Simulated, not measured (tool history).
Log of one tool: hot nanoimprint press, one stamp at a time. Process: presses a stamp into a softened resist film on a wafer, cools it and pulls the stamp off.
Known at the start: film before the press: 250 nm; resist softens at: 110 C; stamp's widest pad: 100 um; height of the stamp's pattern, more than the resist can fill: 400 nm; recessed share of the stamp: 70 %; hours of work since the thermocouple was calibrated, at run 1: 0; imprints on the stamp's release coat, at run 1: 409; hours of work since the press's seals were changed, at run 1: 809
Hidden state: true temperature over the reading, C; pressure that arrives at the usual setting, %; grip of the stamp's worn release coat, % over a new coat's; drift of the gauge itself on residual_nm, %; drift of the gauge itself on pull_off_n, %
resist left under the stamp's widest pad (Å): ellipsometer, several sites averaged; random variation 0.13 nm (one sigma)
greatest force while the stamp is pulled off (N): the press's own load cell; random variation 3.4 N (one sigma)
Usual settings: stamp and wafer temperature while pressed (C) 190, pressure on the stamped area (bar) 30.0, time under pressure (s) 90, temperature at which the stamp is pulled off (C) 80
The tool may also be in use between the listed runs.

run	hour	stamp and wafer temperature while pressed (C)	pressure on the stamped area (bar)	time under pressure (s)	temperature at which the stamp is pulled off (C)	hours of work since the thermocouple was calibrated	imprints on the stamp's release coat	hours of work since the press's seals were changed	resist left under the stamp's widest pad (Å)	greatest force while the stamp is pulled off (N)
1	0.0	190	30.0	90	80	0	409	809	902	165
2	80.5	190	30.0	90	87	60	783	869	904	155
3	154.5	190	30.0	90	80	114	1126	923	904	161
# hour 173.0: stamp cleaned and given a new release coat
4	227.4	190	30.0	90	80	164	253	973	902	168
5	266.0	190	30.0	99	80	193	432	1002	868	168
# hour 291.6: press's hydraulic seals changed and the load cell set to zero
6	319.7	190	30.0	99	80	226	644	21	870	168
7	375.9	190	30.0	80	80	268	905	62	943	161
# hour 440.7: stamp cleaned and given a new release coat
8	460.1	190	30.0	80	80	326	90	120	945	158
9	504.3	190	30.0	80	80	359	295	153	944	162
10	580.5	190	30.0	80	71	415	649	210	946	174
# hour 610.2: plate thermocouple calibrated
11	641.3	190	30.0	60	80	23	917	252	1052	163
# hour 702.6: stamp cleaned and given a new release coat
12	737.8	190	30.0	60	80	90	163	319	1052	164
13	794.4	190	19.7	90	80	132	426	361	1113	164
14	835.3	190	19.7	90	80	162	616	392	1116	163
15	890.0	190	19.7	90	80	203	870	432	1115	165
# hour 962.5: stamp cleaned and given a new release coat
16	988.9	190	30.0	67	81	272	122	501	1009	166
17	1062.0	190	30.0	67	81	326	462	555	1012	161
18	1142.4	190	30.0	88	81	385	835	615	910	167
# hour 1212.1: plate thermocouple calibrated
# hour 1222.3: stamp cleaned and given a new release coat
19	1235.9	190	30.0	90	86	13	63	677	904	148
20	1312.6	190	30.0	90	86	70	419	734	905	153
21	1377.7	190	30.0	90	86	118	721	782	903	150
22	1459.3	190	30.0	122	80	179	1100	843	803	172
# hour 1481.0: stamp cleaned and given a new release coat
23	1508.2	184	19.1	124	79	210	126	875	1232	168
24	1594.5	184	19.1	124	79	274	527	939	1229	170
25	1683.5	184	19.1	55	69	340	940	1005	1585	180
# hour 1707.9: press's hydraulic seals changed and the load cell set to zero
26	1737.1	190	30.0	112	65	374	1152	22	828	186
# hour 1748.6: stamp cleaned and given a new release coat
27	1791.1	190	30.0	134	80	410	197	57	773	163
# hour 1830.7: plate thermocouple calibrated
28	1864.9	190	30.0	79	80	25	526	110	950	163

3 ways to go on from here, each from the tool as it stands after run 28. What would each give?
A	1946.7	190	30.0	45	80	86	906	170	?	?
B	1946.7	196	33.9	79	80	86	906	170	?	?
C	1946.7	190	30.0	81	76	86	906	170	?	?

run	resist left under the stamp's widest pad (Å)	greatest force while the stamp is pulled off (N)
A	1169	167
B	727	162
C	939	173
Without the tool's hidden state the same runs would have given:
run	resist left under the stamp's widest pad (Å)	greatest force while the stamp is pulled off (N)
A	1169	166
B	727	162
C	939	173
